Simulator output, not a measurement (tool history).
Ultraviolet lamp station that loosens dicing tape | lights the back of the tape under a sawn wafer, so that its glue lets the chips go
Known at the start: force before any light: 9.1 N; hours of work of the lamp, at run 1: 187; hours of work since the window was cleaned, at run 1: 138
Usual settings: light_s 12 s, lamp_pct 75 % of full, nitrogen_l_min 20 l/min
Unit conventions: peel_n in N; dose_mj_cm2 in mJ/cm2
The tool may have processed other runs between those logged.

| run | hour | light_s | lamp_pct | nitrogen_l_min | hours of work of the lamp | hours of work since the window was cleaned | peel_n | dose_mj_cm2 |
|---|---|---|---|---|---|---|---|---|
| 1 | 0.0 | 12 | 75 | 20 | 187 | 138 | 1.541 | 179 |
| 2 | 12.8 | 12 | 75 | 33 | 194 | 145 | 1.323 | 175 |
| 3 | 31.2 | 12 | 75 | 20 | 204 | 155 | 1.548 | 173 |
| 4 | 44.1 | 12 | 75 | 20 | 212 | 162 | 1.627 | 173 |
| 5 | 62.7 | 12 | 75 | 20 | 222 | 173 | 1.559 | 177 |
| 6 | 71.0 | 12 | 75 | 20 | 227 | 177 | 1.567 | 175 |
| 7 | 80.8 | 12 | 75 | 22 | 232 | 183 | 1.547 | 177 |
| 8 | 89.8 | 12 | 75 | 22 | 237 | 188 | 1.488 | 175 |
| 9 | 99.7 | 12 | 75 | 22 | 243 | 193 | 1.575 | 174 |
| 10 | 111.5 | 12 | 75 | 22 | 249 | 200 | 1.594 | 172 |
| 11 | 123.8 | 12 | 75 | 22 | 256 | 207 | 1.618 | 174 |
| 12 | 140.8 | 12 | 75 | 14 | 266 | 216 | 1.841 | 167 |
| 13 | 159.6 | 10 | 75 | 20 | 276 | 227 | 2.121 | 141 |
| 14 | 167.7 | 12 | 75 | 20 | 281 | 231 | 1.642 | 164 |
| 15 | 185.8 | 12 | 75 | 29 | 291 | 241 | 1.463 | 169 |
| 16 | 197.3 | 12 | 75 | 29 | 297 | 248 | 1.472 | 168 |
| 17 | 211.9 | 12 | 64 | 29 | 305 | 256 | 1.947 | 142 |
| 18 | 230.5 | 12 | 75 | 20 | 316 | 266 | 1.731 | 162 |
| 19 | 245.7 | 13 | 75 | 20 | 324 | 275 | 1.550 | 174 |
| 20 | 256.8 | 13 | 75 | 20 | 331 | 281 | 1.567 | 178 |
| 21 | 270.5 | 13 | 75 | 20 | 338 | 289 | 1.583 | 170 |
| 22 | 286.2 | 13 | 75 | 20 | 347 | 297 | 1.598 | 172 |
| 23 | 297.4 | 12 | 79 | 10 | 353 | 304 | 2.267 | 168 |
| 24 | 309.1 | 12 | 64 | 20 | 360 | 310 | 2.345 | 139 |
|  | 310.8 | window cleaned of glue's vapour |
| 25 | 325.6 | 23 | 83 | 9 | 369 | 8 | 0.779 | 324 |
| 26 | 333.7 | 22 | 99 | 26 | 373 | 13 | 0.336 | 370 |
| 27 | 345.4 | 10 | 65 | 20 | 380 | 19 | 3.007 | 110 |
| 28 | 355.1 | 10 | 65 | 20 | 385 | 25 | 3.004 | 111 |
| 29 | 367.9 | 10 | 65 | 20 | 392 | 32 | 3.011 | 109 |
|  | 378.5 | window cleaned of glue's vapour, once more |
| 30 | 379.2 | 10 | 65 | 20 | 398 | 0 | 2.495 | 129 |
| 31 | 394.5 | 14 | 63 | 19 | 407 | 9 | 1.655 | 172 |
| 32 | 405.2 | 13 | 75 | 10 | 413 | 15 | 1.880 | 191 |
| 33 | 413.5 | 13 | 75 | 10 | 418 | 20 | 1.895 | 194 |
| 34 | 421.5 | 24 | 75 | 10 | 422 | 24 | 0.617 | 346 |
| 35 | 437.9 | 14 | 95 | 27 | 431 | 33 | 0.685 | 258 |
| 36 | 455.1 | 12 | 87 | 20 | 441 | 43 | 1.239 | 202 |
| 37 | 463.5 | 12 | 87 | 20 | 445 | 47 | 1.319 | 196 |
| 38 | 480.9 | 9 | 75 | 20 | 455 | 57 | 2.439 | 127 |
| 39 | 490.0 | 8 | 75 | 20 | 460 | 62 | 2.925 | 111 |
| 40 | 499.0 | 8 | 75 | 20 | 465 | 67 | 2.894 | 111 |
| 41 | 511.9 | 11 | 75 | 6 | 473 | 75 | 2.998 | 157 |
| 42 | 524.0 | 11 | 86 | 6 | 479 | 81 | 2.568 | 178 |
| 43 | 532.1 | 11 | 79 | 7 | 484 | 86 | 2.694 | 161 |
| 44 | 550.0 | 6 | 77 | 8 | 494 | 96 | 4.492 | 85 |

Branching from run 44: 3 alternative next runs. What would each branch give?
| A | 559.3 | 6 | 88 | 8 | 499 | 101 | ? | ? |
| B | 559.3 | 20 | 83 | 7 | 499 | 101 | ? | ? |
| C | 559.3 | 16 | 66 | 8 | 499 | 101 | ? | ? |

| run | peel_n | dose_mj_cm2 |
|---|---|---|
| A | 4.142 | 99 |
| B | 0.985 | 307 |
| C | 2.033 | 193 |
Without the tool's unlogged condition, the same runs would have read:
| run | peel_n | dose_mj_cm2 |
|---|---|---|
| A | 3.465 | 121 |
| B | 0.648 | 380 |
| C | 1.461 | 239 |

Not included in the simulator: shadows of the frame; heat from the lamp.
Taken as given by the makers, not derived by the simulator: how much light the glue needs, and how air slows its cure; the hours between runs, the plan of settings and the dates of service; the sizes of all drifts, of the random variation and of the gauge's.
